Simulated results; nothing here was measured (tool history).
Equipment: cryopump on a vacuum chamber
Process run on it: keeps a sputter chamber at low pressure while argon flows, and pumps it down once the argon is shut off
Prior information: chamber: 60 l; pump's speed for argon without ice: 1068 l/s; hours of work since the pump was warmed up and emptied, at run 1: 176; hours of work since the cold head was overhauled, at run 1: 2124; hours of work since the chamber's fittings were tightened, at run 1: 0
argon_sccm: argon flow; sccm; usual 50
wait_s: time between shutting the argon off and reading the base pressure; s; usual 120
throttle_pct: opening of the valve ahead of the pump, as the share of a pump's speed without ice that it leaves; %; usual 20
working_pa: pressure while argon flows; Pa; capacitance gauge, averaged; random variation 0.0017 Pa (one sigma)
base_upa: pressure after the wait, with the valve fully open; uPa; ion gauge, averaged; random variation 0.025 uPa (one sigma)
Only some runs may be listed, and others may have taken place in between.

run,hour,argon_sccm,wait_s,throttle_pct,hours of work since the pump was warmed up and emptied,hours of work since the cold head was overhauled,hours of work since the chamber's fittings were tightened,working_pa,base_upa
1,0.0,50,120,20,176,2124,0,0.4007,1.00
2,35.9,50,120,20,202,2150,26,0.4042,1.04
3,92.6,50,120,20,242,2190,67,0.4071,1.21
4,143.0,50,120,20,279,2227,103,0.4049,1.25
5,193.6,50,120,20,315,2263,139,0.4072,1.26
6,270.2,50,166,20,370,2318,195,0.4113,1.29
7,336.3,50,166,20,418,2366,242,0.4082,1.37
8,412.2,50,166,20,473,2421,297,0.4113,1.56
9,454.9,50,166,20,503,2451,328,0.4133,1.53
10,496.4,50,166,20,533,2481,358,0.4153,1.76
11,560.6,50,166,20,580,2528,404,0.4173,1.81
12,635.9,50,33,20,634,2582,458,0.4193,3.88
13,678.3,50,120,20,664,2612,489,0.4198,2.26
14,711.0,50,120,20,688,2636,512,0.4212,2.37
15,765.2,50,120,40,727,2675,551,0.2239,2.46
16,826.1,49,176,43,771,2719,595,0.2099,2.35
17,899.9,49,176,43,824,2772,648,0.2111,2.48
18,958.4,98,37,28,866,2814,690,0.6221,4.27
19,990.7,98,37,28,889,2837,714,0.6216,4.61
20,1032.1,50,120,50,919,2867,743,0.1939,2.96
# hour 1042.6: pump warmed up, emptied and cooled again
21,1085.7,50,47,20,31,2902,778,0.4033,3.56
22,1144.7,50,47,20,74,2945,821,0.4031,3.64
23,1176.7,65,27,20,97,2968,844,0.5184,4.94
24,1219.6,28,174,20,127,2999,875,0.2275,2.56
25,1290.9,81,120,20,179,3050,926,0.6603,2.87
26,1368.7,81,120,20,235,3106,982,0.6555,2.90
27,1400.8,81,113,20,258,3129,1005,0.6617,3.12
28,1475.6,24,186,20,312,3183,1059,0.1948,3.07
29,1531.9,24,186,20,352,3224,1100,0.1970,3.22

How the hidden state differs across the entries between the runs, from the last listed run before each to the first after it:
Logged between run 20 and run 21: pump warmed up, emptied and cooled again (hour 1042.6)
  pump's speed, % of a pump's without ice: 72.1 -> 98.8; cold plate's temperature, K: 14.07 -> 14.1; leak into the chamber, uPa l/s: 1769 -> 1833
  measured result minus the result with no hidden state, working_pa: +0.0354 -> +0.0045 Pa; base_upa: +2.06 -> +1.54 uPa

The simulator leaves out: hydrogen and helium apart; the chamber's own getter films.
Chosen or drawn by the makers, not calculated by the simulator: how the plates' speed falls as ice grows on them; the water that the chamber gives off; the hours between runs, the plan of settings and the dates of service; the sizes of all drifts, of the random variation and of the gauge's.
